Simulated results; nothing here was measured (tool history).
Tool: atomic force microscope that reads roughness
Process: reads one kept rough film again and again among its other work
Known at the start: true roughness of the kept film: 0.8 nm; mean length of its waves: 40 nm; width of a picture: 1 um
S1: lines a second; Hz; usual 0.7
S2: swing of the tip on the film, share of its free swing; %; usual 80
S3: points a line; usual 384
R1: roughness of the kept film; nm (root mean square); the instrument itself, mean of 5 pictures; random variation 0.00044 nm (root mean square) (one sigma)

{"run": 1, "hour": 0.0, "S1": 0.7, "S2": 80, "S3": 384, "R1": 0.7487}
{"run": 2, "hour": 6.4, "S1": 0.7, "S2": 80, "S3": 384, "R1": 0.749}
{"run": 3, "hour": 15.4, "S1": 0.7, "S2": 80, "S3": 384, "R1": 0.7476}
{"run": 4, "hour": 21.5, "S1": 0.7, "S2": 80, "S3": 384, "R1": 0.7476}
{"run": 5, "hour": 28.9, "S1": 0.7, "S2": 80, "S3": 384, "R1": 0.7473}
{"run": 6, "hour": 34.5, "S1": 0.7, "S2": 80, "S3": 384, "R1": 0.7471}
{"run": 7, "hour": 42.0, "S1": 0.7, "S2": 80, "S3": 384, "R1": 0.7466}
{"run": 8, "hour": 52.7, "S1": 0.7, "S2": 80, "S3": 384, "R1": 0.7463}
{"run": 9, "hour": 62.3, "S1": 3.651, "S2": 80, "S3": 384, "R1": 0.6239}
{"hour": 68.5, "done": "new tip fitted"}
{"run": 10, "hour": 68.8, "S1": 3.651, "S2": 80, "S3": 384, "R1": 0.6312}
{"run": 11, "hour": 80.8, "S1": 3.651, "S2": 80, "S3": 384, "R1": 0.6316}
{"run": 12, "hour": 86.1, "S1": 3.651, "S2": 80, "S3": 384, "R1": 0.6303}
{"run": 13, "hour": 97.3, "S1": 0.7, "S2": 57, "S3": 384, "R1": 0.7817}
{"run": 14, "hour": 105.9, "S1": 0.7, "S2": 60, "S3": 384, "R1": 0.778}
{"run": 15, "hour": 116.3, "S1": 0.7, "S2": 80, "S3": 384, "R1": 0.7524}
{"run": 16, "hour": 124.9, "S1": 0.7, "S2": 56, "S3": 384, "R1": 0.7805}
{"run": 17, "hour": 134.3, "S1": 0.7, "S2": 56, "S3": 384, "R1": 0.7796}
{"run": 18, "hour": 143.4, "S1": 0.7, "S2": 56, "S3": 384, "R1": 0.7791}
{"run": 19, "hour": 151.3, "S1": 0.7, "S2": 56, "S3": 384, "R1": 0.7787}
{"run": 20, "hour": 158.8, "S1": 0.7, "S2": 56, "S3": 384, "R1": 0.7776}
{"run": 21, "hour": 169.0, "S1": 0.7, "S2": 80, "S3": 749, "R1": 0.753}
{"run": 22, "hour": 174.6, "S1": 0.7, "S2": 80, "S3": 749, "R1": 0.7531}
{"run": 23, "hour": 183.0, "S1": 0.993, "S2": 74, "S3": 559, "R1": 0.7504}
{"run": 24, "hour": 188.8, "S1": 0.597, "S2": 74, "S3": 559, "R1": 0.7643}
{"run": 25, "hour": 198.6, "S1": 2.846, "S2": 75, "S3": 658, "R1": 0.6834}

Run 26 comes next. What will it give?
{"run": 26, "hour": 211.4, "S1": 0.967, "S2": 80, "S3": 692, "R1": "?"}

R1: 0.7388 nm (root mean square)
Without the tool's hidden state the same run would have given R1 0.7424 nm (root mean square).

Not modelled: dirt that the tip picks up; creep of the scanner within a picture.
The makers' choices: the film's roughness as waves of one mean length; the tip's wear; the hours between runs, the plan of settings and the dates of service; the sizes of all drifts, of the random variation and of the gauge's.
